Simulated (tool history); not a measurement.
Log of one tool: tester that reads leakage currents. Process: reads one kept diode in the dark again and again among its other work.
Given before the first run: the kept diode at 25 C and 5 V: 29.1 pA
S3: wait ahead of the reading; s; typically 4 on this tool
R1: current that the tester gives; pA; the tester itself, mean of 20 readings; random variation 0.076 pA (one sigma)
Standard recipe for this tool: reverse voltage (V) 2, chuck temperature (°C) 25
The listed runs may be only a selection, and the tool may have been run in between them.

Run 1, hour 0: usual settings. Result: R1 19.11 pA.
Run 2, hour 36.1: usual settings. Result: R1 19.05 pA.
Run 3, hour 58.2: usual settings. Result: R1 18.98 pA.
Run 4, hour 88.8: usual settings. Result: R1 18.94 pA.
Run 5, hour 107.6: usual settings. Result: R1 19.18 pA.
Run 6, hour 137.6: usual settings but chuck temperature (°C) 27. Result: R1 22.31 pA.
Run 7, hour 157.7: usual settings but chuck temperature (°C) 27. Result: R1 22.32 pA.
Run 8, hour 192.6: usual settings but reverse voltage (V) 17.31, chuck temperature (°C) 27, S3 0.47 s. Result: R1 78.1 pA.
Run 9, hour 214.1: usual settings but reverse voltage (V) 2.18, chuck temperature (°C) 21, S3 0.47 s. Result: R1 15.25 pA.
Run 10, hour 244.2: usual settings but reverse voltage (V) 2.18, chuck temperature (°C) 21, S3 0.47 s. Result: R1 15.24 pA.
Run 11, hour 274.6: usual settings but reverse voltage (V) 2.18, chuck temperature (°C) 21, S3 0.47 s. Result: R1 15.33 pA.
Run 12, hour 294: usual settings but reverse voltage (V) 2.18, chuck temperature (°C) 21, S3 0.47 s. Result: R1 15.26 pA.
Run 13, hour 316.1: usual settings but reverse voltage (V) 2.18, chuck temperature (°C) 30, S3 0.42 s. Result: R1 30.06 pA.
Run 14, hour 342.4: usual settings but reverse voltage (V) 2.18, chuck temperature (°C) 30, S3 0.42 s. Result: R1 29.91 pA.

Forecast each of these 3 alternatives for the next run:
Run A, hour 367.6: usual settings but reverse voltage (V) 1.63, chuck temperature (°C) 23, S3 0.56 s. Result: R1 ?.
Run B, hour 367.6: usual settings but reverse voltage (V) 13.28, chuck temperature (°C) 59, S3 1.14 s. Result: R1 ?.
Run C, hour 367.6: usual settings but reverse voltage (V) 2.23, S3 0.64 s. Result: R1 ?.

run      R1
  A      15
  B  599.83
  C   20.56
Stripped of hidden state, with their random variation kept, the same runs would have yielded:
run      R1
  A   14.93
  B  652.07
  C   20.46

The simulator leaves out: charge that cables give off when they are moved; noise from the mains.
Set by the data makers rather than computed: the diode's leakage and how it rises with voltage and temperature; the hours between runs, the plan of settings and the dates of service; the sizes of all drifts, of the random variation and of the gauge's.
